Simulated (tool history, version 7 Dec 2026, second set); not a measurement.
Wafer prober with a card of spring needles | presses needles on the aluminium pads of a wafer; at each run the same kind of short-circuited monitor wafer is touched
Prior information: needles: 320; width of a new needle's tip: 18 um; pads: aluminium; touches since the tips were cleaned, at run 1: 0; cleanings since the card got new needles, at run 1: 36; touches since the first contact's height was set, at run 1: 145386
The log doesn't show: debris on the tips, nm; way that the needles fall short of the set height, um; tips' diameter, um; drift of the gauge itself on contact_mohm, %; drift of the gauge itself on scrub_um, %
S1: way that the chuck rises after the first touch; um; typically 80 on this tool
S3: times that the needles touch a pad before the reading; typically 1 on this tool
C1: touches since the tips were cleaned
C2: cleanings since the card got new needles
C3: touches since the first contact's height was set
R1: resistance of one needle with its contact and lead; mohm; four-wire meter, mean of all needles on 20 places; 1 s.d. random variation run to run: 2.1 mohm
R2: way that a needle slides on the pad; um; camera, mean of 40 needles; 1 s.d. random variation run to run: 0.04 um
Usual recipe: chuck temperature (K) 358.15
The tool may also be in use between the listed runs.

run 1 day=0 | S1=80 chuck_temperature_(K)=358.15 S3=1 | C1=0 C2=36 C3=145386 | R1=231 R2=9.68
-- day=1.262 tips cleaned on abrasive film
run 2 day=1.946 | S1=80 chuck_temperature_(K)=358.15 S3=3 | C1=5174 C2=37 C3=160129 | R1=247 R2=9.75
-- day=2.642 tips cleaned on abrasive film
run 3 day=3.175 | S1=80 chuck_temperature_(K)=358.15 S3=3 | C1=4040 C2=38 C3=169428 | R1=243 R2=9.69
-- day=3.938 tips cleaned on abrasive film
run 4 day=4.5 | S1=80 chuck_temperature_(K)=358.15 S3=3 | C1=4267 C2=39 C3=179470 | R1=244 R2=9.61
-- day=5.183 tips cleaned on abrasive film
-- day=6.412 tips cleaned on abrasive film
run 5 day=6.412 | S1=80 chuck_temperature_(K)=358.15 S3=3 | C1=0 C2=41 C3=193925 | R1=227 R2=9.69
-- day=7.804 tips cleaned on abrasive film
run 6 day=8.338 | S1=80 chuck_temperature_(K)=358.15 S3=1 | C1=4050 C2=42 C3=208494 | R1=272 R2=9.66
-- day=9.125 tips cleaned on abrasive film
-- day=10.325 tips cleaned on abrasive film
run 7 day=10.617 | S1=80 chuck_temperature_(K)=358.15 S3=1 | C1=2196 C2=44 C3=225745 | R1=262 R2=9.65
-- day=11.508 height of the first contact set anew
-- day=11.667 tips cleaned on abrasive film
-- day=12.867 tips cleaned on abrasive film
run 8 day=13.438 | S1=80 chuck_temperature_(K)=358.15 S3=1 | C1=4331 C2=46 C3=14581 | R1=268 R2=9.85
-- day=14.162 tips cleaned on abrasive film
-- day=15.404 tips cleaned on abrasive film
run 9 day=15.746 | S1=80 chuck_temperature_(K)=306.15 S3=1 | C1=2603 C2=48 C3=32040 | R1=253 R2=9.79
-- day=16.725 tips cleaned on abrasive film
run 10 day=17.225 | S1=80 chuck_temperature_(K)=306.15 S3=1 | C1=3784 C2=49 C3=43241 | R1=268 R2=9.78
-- day=17.975 tips cleaned on abrasive film
run 11 day=18.792 | S1=80 chuck_temperature_(K)=358.15 S3=3 | C1=6198 C2=50 C3=55113 | R1=245 R2=9.82
-- day=19.179 tips cleaned on abrasive film
-- day=20.492 tips cleaned on abrasive film
run 12 day=21.662 | S1=80 chuck_temperature_(K)=358.15 S3=1 | C1=8910 C2=52 C3=76849 | R1=284 R2=9.72
-- day=21.8 tips cleaned on abrasive film
-- day=23.142 tips cleaned on abrasive film
run 13 day=23.5 | S1=80 chuck_temperature_(K)=358.15 S3=1 | C1=2715 C2=54 C3=90735 | R1=269 R2=9.8
-- day=24.408 tips cleaned on abrasive film
-- day=25.692 tips cleaned on abrasive film
run 14 day=26.354 | S1=80 chuck_temperature_(K)=358.15 S3=1 | C1=5026 C2=56 C3=112331 | R1=278 R2=9.82
-- day=26.933 tips cleaned on abrasive film
-- day=28.308 tips cleaned on abrasive film
run 15 day=28.488 | S1=80 chuck_temperature_(K)=358.15 S3=2 | C1=1355 C2=58 C3=128473 | R1=243 R2=9.74
-- day=29.596 tips cleaned on abrasive film
-- day=30.792 tips cleaned on abrasive film
run 16 day=31.212 | S1=77 chuck_temperature_(K)=316.15 S3=2 | C1=3221 C2=60 C3=149122 | R1=245 R2=9.33
-- day=32.008 tips cleaned on abrasive film
run 17 day=32.675 | S1=77 chuck_temperature_(K)=316.15 S3=2 | C1=5063 C2=61 C3=160190 | R1=250 R2=9.38
-- day=33.196 tips cleaned on abrasive film
-- day=34.588 tips cleaned on abrasive film
run 18 day=35.154 | S1=70 chuck_temperature_(K)=374.15 S3=1 | C1=4292 C2=63 C3=178935 | R1=289 R2=8.47
-- day=35.933 tips cleaned on abrasive film
-- day=37.242 tips cleaned on abrasive film
run 19 day=37.442 | S1=67 chuck_temperature_(K)=358.15 S3=2 | C1=1541 C2=65 C3=196269 | R1=252 R2=8.1
-- day=38.529 tips cleaned on abrasive film
run 20 day=39.367 | S1=90 chuck_temperature_(K)=392.15 S3=1 | C1=6363 C2=66 C3=210854 | R1=273 R2=10.89
-- day=39.812 tips cleaned on abrasive film
run 21 day=40.871 | S1=80 chuck_temperature_(K)=351.15 S3=1 | C1=8055 C2=67 C3=222245 | R1=282 R2=9.61
-- day=41.125 tips cleaned on abrasive film
-- day=42.212 height of the first contact set anew
-- day=42.392 tips cleaned on abrasive film
run 22 day=42.821 | S1=80 chuck_temperature_(K)=351.15 S3=1 | C1=3271 C2=69 C3=4600 | R1=271 R2=9.75
-- day=43.788 tips cleaned on abrasive film
-- day=44.983 tips cleaned on abrasive film
run 23 day=44.983 | S1=80 chuck_temperature_(K)=351.15 S3=1 | C1=0 C2=71 C3=20952 | R1=232 R2=9.87
-- day=46.229 tips cleaned on abrasive film
-- day=47.45 tips cleaned on abrasive film
run 24 day=47.45 | S1=80 chuck_temperature_(K)=351.15 S3=1 | C1=0 C2=73 C3=39601 | R1=232 R2=9.84
-- day=48.808 tips cleaned on abrasive film
-- day=50.062 tips cleaned on abrasive film
run 25 day=50.129 | S1=79 chuck_temperature_(K)=323.15 S3=1 | C1=509 C2=75 C3=59894 | R1=240 R2=9.65
-- day=51.433 tips cleaned on abrasive film
run 26 day=52.171 | S1=73 chuck_temperature_(K)=322.15 S3=1 | C1=5616 C2=76 C3=75374 | R1=286 R2=8.9
-- day=52.642 tips cleaned on abrasive film
-- day=54.067 tips cleaned on abrasive film
run 27 day=54.479 | S1=73 chuck_temperature_(K)=322.15 S3=1 | C1=3112 C2=78 C3=92826 | R1=279 R2=8.82
-- day=55.342 tips cleaned on abrasive film
run 28 day=55.7 | S1=73 chuck_temperature_(K)=322.15 S3=1 | C1=2747 C2=79 C3=102090 | R1=272 R2=8.97
-- day=56.604 tips cleaned on abrasive film
run 29 day=57.333 | S1=73 chuck_temperature_(K)=322.15 S3=1 | C1=5555 C2=80 C3=114453 | R1=279 R2=8.87
-- day=57.829 tips cleaned on abrasive film
-- day=59.075 tips cleaned on abrasive film
run 30 day=59.075 | S1=73 chuck_temperature_(K)=322.15 S3=1 | C1=0 C2=82 C3=127594 | R1=222 R2=8.84

Measured less the same run without the tool's hidden state. The same run-to-run variation is in both; the gauge's scatter may not be:
run=1 R1=+4 R2=-0.14
run=2 R1=+18 R2=-0.15
run=3 R1=+17 R2=-0.15
run=4 R1=+18 R2=-0.16
run=5 R1=+3 R2=-0.18
run=6 R1=+46 R2=-0.19
run=7 R1=+38 R2=-0.21
run=8 R1=+47 R2=-0.02
run=9 R1=+40 R2=-0.04
run=10 R1=+51 R2=-0.05
run=11 R1=+19 R2=-0.06
run=12 R1=+55 R2=-0.08
run=13 R1=+43 R2=-0.09
run=14 R1=+52 R2=-0.11
run=15 R1=+16 R2=-0.14
run=16 R1=+29 R2=-0.15
run=17 R1=+35 R2=-0.15
run=18 R1=+60 R2=-0.17
run=19 R1=+25 R2=-0.19
run=20 R1=+43 R2=-0.2
run=21 R1=+57 R2=-0.21
run=22 R1=+47 R2=-0.01
run=23 R1=+4 R2=-0.03
run=24 R1=+5 R2=-0.04
run=25 R1=+18 R2=-0.06
run=26 R1=+65 R2=-0.08
run=27 R1=+60 R2=-0.09
run=28 R1=+51 R2=-0.11
run=29 R1=+64 R2=-0.12
run=30 R1=+6 R2=-0.14
